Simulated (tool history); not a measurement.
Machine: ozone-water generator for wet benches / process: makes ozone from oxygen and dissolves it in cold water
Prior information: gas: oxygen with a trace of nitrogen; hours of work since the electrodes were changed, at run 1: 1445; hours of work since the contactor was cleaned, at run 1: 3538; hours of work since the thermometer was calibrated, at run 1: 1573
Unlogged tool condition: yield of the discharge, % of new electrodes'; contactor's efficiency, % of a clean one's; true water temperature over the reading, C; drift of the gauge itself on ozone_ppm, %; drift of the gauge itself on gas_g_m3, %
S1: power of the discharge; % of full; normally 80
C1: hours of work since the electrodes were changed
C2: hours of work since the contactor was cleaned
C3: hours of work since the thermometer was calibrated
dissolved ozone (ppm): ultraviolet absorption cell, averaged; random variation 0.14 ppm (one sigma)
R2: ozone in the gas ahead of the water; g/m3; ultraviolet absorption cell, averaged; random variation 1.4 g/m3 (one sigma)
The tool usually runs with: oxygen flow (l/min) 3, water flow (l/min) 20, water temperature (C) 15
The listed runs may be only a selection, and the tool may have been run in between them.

Run 1, hour 0: usual settings; C1 1445; C2 3538; C3 1573. Result: dissolved ozone (ppm) 14.7, R2 234.9 g/m3.
Run 2, hour 97.8: usual settings; C1 1510; C2 3603; C3 1638. Result: dissolved ozone (ppm) 14.6, R2 233.8 g/m3.
At hour 131.4: contactor cleaned.
Run 3, hour 181.6: usual settings but oxygen flow (l/min) 5.3; C1 1563; C2 33; C3 1691. Result: dissolved ozone (ppm) 17.1, R2 177.5 g/m3.
Run 4, hour 287.4: usual settings but oxygen flow (l/min) 5.3; C1 1633; C2 104; C3 1761. Result: dissolved ozone (ppm) 17.3, R2 177.1 g/m3.
Run 5, hour 400.9: usual settings but S1 64 % of full; C1 1709; C2 179; C3 1837. Result: dissolved ozone (ppm) 13.2, R2 191.8 g/m3.
Run 6, hour 483.2: usual settings but S1 47 % of full; C1 1764; C2 234; C3 1892. Result: dissolved ozone (ppm) 10.3, R2 152.6 g/m3.
Run 7, hour 556.1: usual settings but S1 47 % of full; C1 1812; C2 283; C3 1940. Result: dissolved ozone (ppm) 10.5, R2 150 g/m3.
Run 8, hour 646: usual settings but S1 47 % of full; C1 1872; C2 343; C3 2000. Result: dissolved ozone (ppm) 10.4, R2 149.9 g/m3.
Run 9, hour 738.7: usual settings but S1 47 % of full; C1 1934; C2 404; C3 2062. Result: dissolved ozone (ppm) 10.2, R2 150 g/m3.
Run 10, hour 797: usual settings but S1 47 % of full, water temperature (C) 11; C1 1973; C2 443; C3 2101. Result: dissolved ozone (ppm) 10.6, R2 151.6 g/m3.
Run 11, hour 893.6: usual settings but water flow (l/min) 15; C1 2037; C2 507; C3 2165. Result: dissolved ozone (ppm) 20, R2 227.8 g/m3.
Run 12, hour 1006: usual settings but water flow (l/min) 15; C1 2112; C2 582; C3 2240. Result: dissolved ozone (ppm) 20.1, R2 224.6 g/m3.
Run 13, hour 1109.7: usual settings but water flow (l/min) 15; C1 2181; C2 651; C3 2309. Result: dissolved ozone (ppm) 19.7, R2 226.6 g/m3.
Run 14, hour 1167.5: usual settings but water flow (l/min) 21, water temperature (C) 10; C1 2219; C2 690; C3 2347. Result: dissolved ozone (ppm) 15, R2 225 g/m3.
Run 15, hour 1278.6: usual settings but S1 57 % of full, water temperature (C) 10; C1 2293; C2 764; C3 2421. Result: dissolved ozone (ppm) 12.3, R2 174.1 g/m3.
Run 16, hour 1406.9: usual settings but S1 57 % of full, water temperature (C) 10; C1 2378; C2 849; C3 2507. Result: dissolved ozone (ppm) 12.4, R2 172.8 g/m3.
Run 17, hour 1502.9: usual settings but S1 57 % of full, water flow (l/min) 15, water temperature (C) 12; C1 2442; C2 913; C3 2570. Result: dissolved ozone (ppm) 15.4, R2 170.5 g/m3.
Run 18, hour 1616: usual settings but S1 51 % of full, water temperature (C) 11; C1 2518; C2 988; C3 2646. Result: dissolved ozone (ppm) 10.9, R2 157.3 g/m3.
Run 19, hour 1726.7: usual settings but oxygen flow (l/min) 2.21, water flow (l/min) 30, water temperature (C) 22; C1 2591; C2 1062; C3 2719. Result: dissolved ozone (ppm) 8.3, R2 253.5 g/m3.
Run 20, hour 1859: usual settings but oxygen flow (l/min) 2.39, water flow (l/min) 16, water temperature (C) 16; C1 2679; C2 1150; C3 2807. Result: dissolved ozone (ppm) 17.2, R2 243.9 g/m3.
Run 21, hour 1991: usual settings but S1 58 % of full, oxygen flow (l/min) 5.33, water flow (l/min) 13, water temperature (C) 12; C1 2767; C2 1238; C3 2895. Result: dissolved ozone (ppm) 18.6, R2 130.8 g/m3.
Run 22, hour 2089.7: usual settings but S1 58 % of full, oxygen flow (l/min) 3.87, water flow (l/min) 18, water temperature (C) 12; C1 2833; C2 1303; C3 2961. Result: dissolved ozone (ppm) 13.6, R2 151.6 g/m3.
Run 23, hour 2190.6: usual settings but S1 58 % of full, oxygen flow (l/min) 3.87, water flow (l/min) 18, water temperature (C) 12; C1 2900; C2 1371; C3 3028. Result: dissolved ozone (ppm) 13.6, R2 152.3 g/m3.
Run 24, hour 2320.2: usual settings but S1 74 % of full, oxygen flow (l/min) 3.71, water flow (l/min) 18, water temperature (C) 21; C1 2986; C2 1457; C3 3114. Result: dissolved ozone (ppm) 14.5, R2 183.8 g/m3.
Run 25, hour 2385.2: usual settings but S1 46 % of full, oxygen flow (l/min) 1.8, water flow (l/min) 13; C1 3030; C2 1500; C3 3158. Result: dissolved ozone (ppm) 12.8, R2 181.7 g/m3.

Alternative continuations, all from the tool just after run 25; predict every row:
Run A, hour 2485: usual settings but S1 46 % of full, oxygen flow (l/min) 1.8, water flow (l/min) 16; C1 3096; C2 1567; C3 3224. Result: dissolved ozone (ppm) ?, R2 ?.
Run B, hour 2485: usual settings but water temperature (C) 13; C1 3096; C2 1567; C3 3224. Result: dissolved ozone (ppm) ?, R2 ?.
Run C, hour 2485: usual settings but S1 46 % of full, oxygen flow (l/min) 2.96, water flow (l/min) 32; C1 3096; C2 1567; C3 3224. Result: dissolved ozone (ppm) ?, R2 ?.
Run D, hour 2485: usual settings but oxygen flow (l/min) 4.41, water temperature (C) 10; C1 3096; C2 1567; C3 3224. Result: dissolved ozone (ppm) ?, R2 ?.
Run E, hour 2485: usual settings but water flow (l/min) 15, water temperature (C) 12; C1 3096; C2 1567; C3 3224. Result: dissolved ozone (ppm) ?, R2 ?.

run  dissolved ozone (ppm)     R2
  A                   10.2  181.2
  B                   14.5  215.2
  C                    5.4  142.6
  D                   16.3  177.5
  E                   19.1  213.4
With the hidden condition removed and each run's random variation left untouched, the same runs would have given:
run  dissolved ozone (ppm)     R2
  A                   11.7  200.1
  B                   17.7  253.5
  C                    6.3  157.5
  D                   19.9  209.2
  E                   23.3  251.3
